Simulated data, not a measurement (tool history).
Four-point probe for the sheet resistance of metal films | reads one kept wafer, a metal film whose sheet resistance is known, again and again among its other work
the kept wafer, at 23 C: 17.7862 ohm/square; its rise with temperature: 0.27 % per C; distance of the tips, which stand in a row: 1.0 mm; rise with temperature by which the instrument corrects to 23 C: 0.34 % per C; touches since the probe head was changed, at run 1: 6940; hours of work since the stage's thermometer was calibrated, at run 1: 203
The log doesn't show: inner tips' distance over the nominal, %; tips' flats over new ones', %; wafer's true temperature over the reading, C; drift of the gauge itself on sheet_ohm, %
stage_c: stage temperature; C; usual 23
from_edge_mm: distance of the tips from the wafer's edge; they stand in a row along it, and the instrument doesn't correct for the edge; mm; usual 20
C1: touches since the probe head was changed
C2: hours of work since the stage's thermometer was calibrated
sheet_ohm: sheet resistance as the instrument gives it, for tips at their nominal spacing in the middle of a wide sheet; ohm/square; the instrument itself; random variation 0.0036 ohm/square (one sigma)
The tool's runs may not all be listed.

run 1 day=0.000 | stage_c=23 from_edge_mm=20 | C1=6940 C2=203 | sheet_ohm=17.852156
run 2 day=2.992 | stage_c=23 from_edge_mm=20 | C1=8701 C2=243 | sheet_ohm=17.844767
run 3 day=5.238 | stage_c=23 from_edge_mm=20 | C1=10024 C2=272 | sheet_ohm=17.837055
run 4 day=6.708 | stage_c=23 from_edge_mm=20 | C1=10891 C2=291 | sheet_ohm=17.835534
run 5 day=9.712 | stage_c=23 from_edge_mm=20 | C1=12659 C2=331 | sheet_ohm=17.835876
run 6 day=12.442 | stage_c=23 from_edge_mm=20 | C1=14267 C2=367 | sheet_ohm=17.822516
run 7 day=13.717 | stage_c=23 from_edge_mm=20 | C1=15018 C2=383 | sheet_ohm=17.824924
run 8 day=15.467 | stage_c=23 from_edge_mm=20 | C1=16048 C2=406 | sheet_ohm=17.817769
run 9 day=18.354 | stage_c=23 from_edge_mm=7 | C1=17749 C2=444 | sheet_ohm=17.985959
run 10 day=21.146 | stage_c=23 from_edge_mm=7 | C1=19392 C2=481 | sheet_ohm=17.974394
run 11 day=23.450 | stage_c=23 from_edge_mm=7 | C1=20749 C2=511 | sheet_ohm=17.974816
run 12 day=25.496 | stage_c=33 from_edge_mm=13 | C1=21954 C2=538 | sheet_ohm=17.715098
run 13 day=26.738 | stage_c=30 from_edge_mm=24 | C1=22687 C2=554 | sheet_ohm=17.707225
run 14 day=28.388 | stage_c=30 from_edge_mm=24 | C1=23659 C2=576 | sheet_ohm=17.705760
run 15 day=29.654 | stage_c=27 from_edge_mm=26 | C1=24403 C2=592 | sheet_ohm=17.733720
run 16 day=31.771 | stage_c=21 from_edge_mm=6 | C1=25651 C2=620 | sheet_ohm=18.052511
run 17 day=34.158 | stage_c=21 from_edge_mm=67 | C1=27056 C2=651 | sheet_ohm=17.784741
run 18 day=35.538 | stage_c=19 from_edge_mm=67 | C1=27870 C2=670 | sheet_ohm=17.805226
run 19 day=37.842 | stage_c=19 from_edge_mm=67 | C1=29227 C2=700 | sheet_ohm=17.804307
run 20 day=39.896 | stage_c=25 from_edge_mm=16 | C1=30435 C2=727 | sheet_ohm=17.761022

5 ways to go on from here, each from the tool as it stands after run 20. What would each give?
run A day=42.246 | stage_c=19 from_edge_mm=28 | C1=31819 C2=758 | sheet_ohm=?
run B day=42.246 | stage_c=27 from_edge_mm=11 | C1=31819 C2=758 | sheet_ohm=?
run C day=42.246 | stage_c=26 from_edge_mm=17 | C1=31819 C2=758 | sheet_ohm=?
run D day=42.246 | stage_c=33 from_edge_mm=3 | C1=31819 C2=758 | sheet_ohm=?
run E day=42.246 | stage_c=25 from_edge_mm=23 | C1=31819 C2=758 | sheet_ohm=?

run=A sheet_ohm=17.802595
run=B sheet_ohm=17.776163
run=C sheet_ohm=17.739611
run=D sheet_ohm=18.613739
run=E sheet_ohm=17.734581
Without the tool's hidden state the same runs would have given:
run=A sheet_ohm=17.844498
run=B sheet_ohm=17.818284
run=C sheet_ohm=17.781620
run=D sheet_ohm=18.657819
run=E sheet_ohm=17.776546
